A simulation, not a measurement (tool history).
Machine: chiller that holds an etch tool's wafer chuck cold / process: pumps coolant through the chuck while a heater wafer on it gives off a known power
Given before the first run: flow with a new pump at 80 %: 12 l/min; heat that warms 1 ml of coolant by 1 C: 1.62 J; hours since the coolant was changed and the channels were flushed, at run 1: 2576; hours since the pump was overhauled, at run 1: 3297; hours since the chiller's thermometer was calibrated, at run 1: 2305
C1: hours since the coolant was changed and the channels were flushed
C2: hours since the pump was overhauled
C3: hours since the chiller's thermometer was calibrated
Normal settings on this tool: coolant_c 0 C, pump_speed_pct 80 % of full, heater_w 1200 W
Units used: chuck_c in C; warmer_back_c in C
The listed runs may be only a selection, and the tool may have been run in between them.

Run 1, hour 0: usual settings; C1 2576; C2 3297; C3 2305. Result: chuck_c 12.7 C, warmer_back_c 3.9 C.
Run 2, hour 153.6: usual settings; C1 2729; C2 3450; C3 2458. Result: chuck_c 12.9 C, warmer_back_c 3.93 C.
Run 3, hour 318.4: usual settings; C1 2894; C2 3615; C3 2623. Result: chuck_c 13.1 C, warmer_back_c 3.93 C.
Run 4, hour 408.2: usual settings but pump_speed_pct 82 % of full; C1 2984; C2 3705; C3 2713. Result: chuck_c 12.8 C, warmer_back_c 3.83 C.
Run 5, hour 568.4: usual settings but pump_speed_pct 82 % of full; C1 3144; C2 3865; C3 2873. Result: chuck_c 12.8 C, warmer_back_c 3.81 C.
Run 6, hour 682.4: usual settings but pump_speed_pct 82 % of full; C1 3258; C2 3979; C3 2987. Result: chuck_c 13 C, warmer_back_c 3.81 C.
Run 7, hour 843.7: usual settings but coolant_c 10 C; C1 3419; C2 4140; C3 3148. Result: chuck_c 23.2 C, warmer_back_c 3.93 C.
Run 8, hour 940.3: usual settings but coolant_c 10 C; C1 3516; C2 4237; C3 3245. Result: chuck_c 23.4 C, warmer_back_c 3.94 C.
Run 9, hour 1044.8: usual settings but coolant_c 10 C; C1 3620; C2 4341; C3 3350. Result: chuck_c 23.5 C, warmer_back_c 3.96 C.
Run 10, hour 1194: usual settings but heater_w 818 W; C1 3770; C2 4490; C3 3499. Result: chuck_c 9.2 C, warmer_back_c 2.7 C.
Run 11, hour 1298.8: usual settings but heater_w 818 W; C1 3874; C2 4595; C3 3604. Result: chuck_c 9.5 C, warmer_back_c 2.73 C.
Run 12, hour 1407.1: usual settings but heater_w 818 W; C1 3983; C2 4704; C3 3712. Result: chuck_c 9.5 C, warmer_back_c 2.72 C.
At hour 1419: chiller's thermometer calibrated.
Run 13, hour 1485.6: usual settings but heater_w 818 W; C1 4060; C2 4781; C3 67. Result: chuck_c 9.5 C, warmer_back_c 2.72 C.
Run 14, hour 1635: usual settings but heater_w 1305 W; C1 4210; C2 4930; C3 216. Result: chuck_c 15 C, warmer_back_c 4.32 C.
Run 15, hour 1757.7: usual settings but coolant_c -7 C, heater_w 1305 W; C1 4332; C2 5053; C3 339. Result: chuck_c 8.1 C, warmer_back_c 4.32 C.
Run 16, hour 1833.7: usual settings but coolant_c -7 C, heater_w 1305 W; C1 4408; C2 5129; C3 415. Result: chuck_c 8.3 C, warmer_back_c 4.29 C.
Run 17, hour 1993.7: usual settings but coolant_c -2 C, pump_speed_pct 78 % of full, heater_w 910 W; C1 4568; C2 5289; C3 575. Result: chuck_c 9.1 C, warmer_back_c 3.14 C.
Run 18, hour 2065.4: usual settings but coolant_c -6 C, pump_speed_pct 85 % of full, heater_w 1397 W; C1 4640; C2 5361; C3 646. Result: chuck_c 9.5 C, warmer_back_c 4.37 C.
Run 19, hour 2211.7: usual settings but coolant_c 4 C, pump_speed_pct 75 % of full; C1 4786; C2 5507; C3 793. Result: chuck_c 18.8 C, warmer_back_c 4.29 C.
At hour 2249.7: chiller's thermometer calibrated, once more.
Run 20, hour 2317.8: usual settings but coolant_c 4 C, pump_speed_pct 75 % of full; C1 4891; C2 5612; C3 68. Result: chuck_c 18.4 C, warmer_back_c 4.33 C.
Run 21, hour 2464.3: usual settings but coolant_c 4 C, pump_speed_pct 75 % of full; C1 5038; C2 5759; C3 215. Result: chuck_c 18.4 C, warmer_back_c 4.36 C.
Run 22, hour 2532.5: usual settings but coolant_c 2 C; C1 5106; C2 5827; C3 283. Result: chuck_c 15.9 C, warmer_back_c 4.08 C.
Run 23, hour 2618.6: usual settings but pump_speed_pct 97 % of full; C1 5192; C2 5913; C3 369. Result: chuck_c 12.1 C, warmer_back_c 3.3 C.
Run 24, hour 2759.9: usual settings but pump_speed_pct 97 % of full; C1 5334; C2 6054; C3 510. Result: chuck_c 12 C, warmer_back_c 3.34 C.
Run 25, hour 2861.5: usual settings but heater_w 771 W; C1 5435; C2 6156; C3 612. Result: chuck_c 8.8 C, warmer_back_c 2.6 C.
Run 26, hour 2982.8: usual settings but coolant_c -6 C; C1 5556; C2 6277; C3 733. Result: chuck_c 8.1 C, warmer_back_c 4.11 C.
Run 27, hour 3094.5: usual settings but pump_speed_pct 90 % of full, heater_w 755 W; C1 5668; C2 6389; C3 845. Result: chuck_c 8.1 C, warmer_back_c 2.27 C.
Run 28, hour 3253: usual settings but coolant_c -1 C, heater_w 676 W; C1 5827; C2 6548; C3 1003. Result: chuck_c 7 C, warmer_back_c 2.34 C.
Run 29, hour 3358.5: usual settings but coolant_c -1 C, heater_w 676 W; C1 5932; C2 6653; C3 1109. Result: chuck_c 7.2 C, warmer_back_c 2.29 C.

Predict each of these 5 candidate next runs independently; none follows another, all start after run 29:
Run A, hour 3448.1: usual settings but pump_speed_pct 63 % of full, heater_w 614 W; C1 6022; C2 6743; C3 1198. Result: chuck_c ?, warmer_back_c ?.
Run B, hour 3448.1: usual settings but coolant_c 4 C; C1 6022; C2 6743; C3 1198. Result: chuck_c ?, warmer_back_c ?.
Run C, hour 3448.1: usual settings but coolant_c -4 C, pump_speed_pct 98 % of full, heater_w 676 W; C1 6022; C2 6743; C3 1198. Result: chuck_c ?, warmer_back_c ?.
Run D, hour 3448.1: usual settings but coolant_c 7 C, pump_speed_pct 75 % of full, heater_w 1192 W; C1 6022; C2 6743; C3 1198. Result: chuck_c ?, warmer_back_c ?.
Run E, hour 3448.1: usual settings but coolant_c -1 C, heater_w 800 W; C1 6022; C2 6743; C3 1198. Result: chuck_c ?, warmer_back_c ?.

run  chuck_c  warmer_back_c
  A      9.1            2.7
  B     18.4           4.04
  C        3           1.81
  D       22           4.34
  E      8.5           2.74
Without the tool's unlogged condition, the same runs would have read:
run  chuck_c  warmer_back_c
  A      7.2           2.44
  B     15.5           3.65
  C      1.6           1.63
  D     18.9           3.91
  E      6.5           2.47

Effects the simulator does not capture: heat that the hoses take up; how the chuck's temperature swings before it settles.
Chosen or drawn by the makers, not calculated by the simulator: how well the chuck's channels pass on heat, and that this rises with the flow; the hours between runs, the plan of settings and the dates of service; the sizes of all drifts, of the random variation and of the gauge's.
